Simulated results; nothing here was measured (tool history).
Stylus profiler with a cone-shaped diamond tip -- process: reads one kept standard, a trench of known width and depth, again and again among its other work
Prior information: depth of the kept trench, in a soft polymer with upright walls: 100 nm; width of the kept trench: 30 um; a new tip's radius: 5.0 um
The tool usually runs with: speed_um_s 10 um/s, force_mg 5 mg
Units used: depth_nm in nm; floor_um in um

Run 1, day 0: usual settings. Result: depth_nm 101.69 nm, floor_um 27.97 um.
Run 2, day 1.175: usual settings. Result: depth_nm 101.65 nm, floor_um 27.99 um.
Run 3, day 3.733: usual settings. Result: depth_nm 101.64 nm, floor_um 27.97 um.
Run 4, day 6.175: usual settings. Result: depth_nm 101.68 nm, floor_um 27.99 um.
Run 5, day 8.55: usual settings. Result: depth_nm 101.63 nm, floor_um 27.99 um.
Run 6, day 11.054: usual settings. Result: depth_nm 101.6 nm, floor_um 28.02 um.
Run 7, day 12.475: usual settings but force_mg 4.52 mg. Result: depth_nm 101.58 nm, floor_um 27.96 um.
Run 8, day 14.812: usual settings but force_mg 4.52 mg. Result: depth_nm 101.52 nm, floor_um 27.99 um.
Run 9, day 17.112: usual settings but force_mg 4.52 mg. Result: depth_nm 101.57 nm, floor_um 28 um.
Run 10, day 18.804: usual settings. Result: depth_nm 101.71 nm, floor_um 28.02 um.
Run 11, day 21.212: usual settings. Result: depth_nm 101.62 nm, floor_um 28.01 um.
Run 12, day 23.075: usual settings. Result: depth_nm 101.71 nm, floor_um 27.99 um.
Run 13, day 24.817: usual settings. Result: depth_nm 101.81 nm, floor_um 27.96 um.
Run 14, day 26.608: usual settings. Result: depth_nm 101.69 nm, floor_um 28.01 um.
Run 15, day 28.592: usual settings. Result: depth_nm 101.68 nm, floor_um 27.93 um.
Run 16, day 29.838: usual settings but speed_um_s 5 um/s. Result: depth_nm 101.66 nm, floor_um 27.97 um.
Run 17, day 31.25: usual settings but speed_um_s 15 um/s, force_mg 10.79 mg. Result: depth_nm 102.79 nm, floor_um 27.96 um.
Run 18, day 32.496: usual settings but speed_um_s 4 um/s, force_mg 3.13 mg. Result: depth_nm 101.17 nm, floor_um 27.95 um.
Run 19, day 34.517: usual settings but speed_um_s 3 um/s. Result: depth_nm 101.66 nm, floor_um 28.02 um.
Run 20, day 36.1: usual settings but speed_um_s 3 um/s, force_mg 1.79 mg. Result: depth_nm 100.81 nm, floor_um 27.98 um.
Run 21, day 38.412: usual settings but speed_um_s 9 um/s, force_mg 2.23 mg. Result: depth_nm 100.95 nm, floor_um 27.92 um.
Run 22, day 40.425: usual settings but speed_um_s 9 um/s, force_mg 2.23 mg. Result: depth_nm 100.94 nm, floor_um 28 um.
Run 23, day 41.6: usual settings but speed_um_s 9 um/s, force_mg 2.23 mg. Result: depth_nm 101 nm, floor_um 27.98 um.
Run 24, day 43.958: usual settings but speed_um_s 27 um/s, force_mg 10.62 mg. Result: depth_nm 102.71 nm, floor_um 27.95 um.
Run 25, day 46.712: usual settings but speed_um_s 14 um/s, force_mg 2.86 mg. Result: depth_nm 101.2 nm, floor_um 27.91 um.
Run 26, day 48.446: usual settings but speed_um_s 17 um/s, force_mg 1.78 mg. Result: depth_nm 100.83 nm, floor_um 27.92 um.
Run 27, day 49.562: usual settings but speed_um_s 17 um/s, force_mg 1.78 mg. Result: depth_nm 100.87 nm, floor_um 27.94 um.
Run 28, day 52.038: usual settings but speed_um_s 19 um/s, force_mg 7.65 mg. Result: depth_nm 102.31 nm, floor_um 27.99 um.
Run 29, day 54.483: usual settings but speed_um_s 19 um/s, force_mg 8.85 mg. Result: depth_nm 102.37 nm, floor_um 27.92 um.
Run 30, day 57.229: usual settings but speed_um_s 31 um/s, force_mg 13.3 mg. Result: depth_nm 103.3 nm, floor_um 27.99 um.
Run 31, day 58.804: usual settings but speed_um_s 20 um/s, force_mg 2.65 mg. Result: depth_nm 101.16 nm, floor_um 27.85 um.
Run 32, day 61.458: usual settings but speed_um_s 20 um/s, force_mg 2.65 mg. Result: depth_nm 101.12 nm, floor_um 27.95 um.

Put back what was entered between runs (1 entry, withheld): which listed runs does each sit between, and how does the hidden state differ from the listed run before to the listed run after?
Logged between run 29 and run 30: height scale calibrated on a step standard (day 56.4)
  height scale over the true one, %: -0.005 -> 0
